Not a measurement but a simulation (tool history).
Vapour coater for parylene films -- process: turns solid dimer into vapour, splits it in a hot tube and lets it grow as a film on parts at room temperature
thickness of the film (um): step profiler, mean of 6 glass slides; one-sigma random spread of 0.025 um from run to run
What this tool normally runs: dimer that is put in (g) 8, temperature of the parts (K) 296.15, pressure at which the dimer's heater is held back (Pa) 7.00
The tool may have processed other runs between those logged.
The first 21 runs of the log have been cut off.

run     day  dimer that is put in (g)  temperature of the parts (K)  pressure at which the dimer's heater is held back (Pa)  thickness of the film (um)
 22  22.921                        13                        296.15                                                    7.00                        3.00
 23  24.425                         8                        296.15                                                    8.02                        1.76
 24  25.300                         8                        296.15                                                    8.02                        1.80
 25  26.429                         8                        296.15                                                    5.35                        1.87
 26  27.608                         4                        296.15                                                    7.00                        0.92
 27  28.471                         8                        291.15                                                    2.01                        2.42
 28  29.833                         8                        291.15                                                    2.01                        2.37
 29  31.117                        12                        299.15                                                    3.85                        2.65
 30  32.642                        12                        299.15                                                    3.85                        2.70
 31  34.100                        12                        297.15                                                    2.47                        2.98
 32  35.317                        12                        298.15                                                    3.04                        2.86
 33  36.262                         4                        292.15                                                    2.95                        1.08
 34  37.379                         5                        302.15                                                    2.66                        1.05
 35  38.175                        11                        301.15                                                    9.93                        2.04
 36  39.688                         4                        296.15                                                    8.77                        0.85
 37  40.538                         8                        290.15                                                   10.17                        1.87
 38  41.933                         5                        296.15                                                    5.31                        1.12
 39  42.583                         5                        296.15                                                    5.31                        1.12

Here are 5 independent what-if runs from the current tool condition. What would each one return?
  A  43.229                         5                        290.15                                                    5.55                           ?
  B  43.229                         5                        306.15                                                    7.00                           ?
  C  43.229                        11                        305.15                                                    3.32                           ?
  D  43.229                         5                        296.15                                                    2.16                           ?
  E  43.229                         6                        308.15                                                    5.31                           ?

run  thickness of the film (um)
  A                        1.28
  B                        0.85
  C                        2.12
  D                        1.22
  E                        1.00
Without the tool's hidden state the same runs would have given:
run  thickness of the film (um)
  A                        1.40
  B                        0.93
  C                        2.31
  D                        1.34
  E                        1.09
